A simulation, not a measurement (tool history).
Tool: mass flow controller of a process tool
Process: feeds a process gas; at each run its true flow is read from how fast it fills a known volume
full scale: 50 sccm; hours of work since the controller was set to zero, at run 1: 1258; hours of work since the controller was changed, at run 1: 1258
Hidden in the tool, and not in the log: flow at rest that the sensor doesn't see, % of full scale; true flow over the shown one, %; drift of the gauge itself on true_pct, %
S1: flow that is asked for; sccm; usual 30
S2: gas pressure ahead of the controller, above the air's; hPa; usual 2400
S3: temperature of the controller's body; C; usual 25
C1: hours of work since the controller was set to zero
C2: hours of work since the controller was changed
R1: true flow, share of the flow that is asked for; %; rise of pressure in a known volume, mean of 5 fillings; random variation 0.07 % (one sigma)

run,day,S1,S2,S3,C1,C2,R1
1,0.000,30,2400,25,1258,1258,98.87
2,5.500,30,2400,25,1320,1320,98.87
3,14.829,30,2400,25,1426,1426,98.96
4,24.967,30,2400,25,1541,1541,98.95
5,31.050,30,2400,25,1610,1610,98.68
6,42.404,30,2400,25,1739,1739,98.79
7,49.433,30,2400,25,1819,1819,98.85
8,57.642,30,2400,25,1912,1912,98.82
9,66.425,30,2400,25,2012,2012,98.67
10,74.538,36,1580,30,2104,2104,100.07
11,81.212,36,1580,30,2180,2180,100.07

Forecast each of these 5 alternatives for the next run:
A,89.342,13,1490,26,2272,2272,?
B,89.342,8,2330,27,2272,2272,?
C,89.342,8,1870,31,2272,2272,?
D,89.342,5,2400,25,2272,2272,?
E,89.342,27,2750,33,2272,2272,?

run,R1
A,97.31
B,95.40
C,96.05
D,92.81
E,99.45
Without the tool's hidden state the same runs would have given:
run,R1
A,99.09
B,98.67
C,99.32
D,98.42
E,99.99
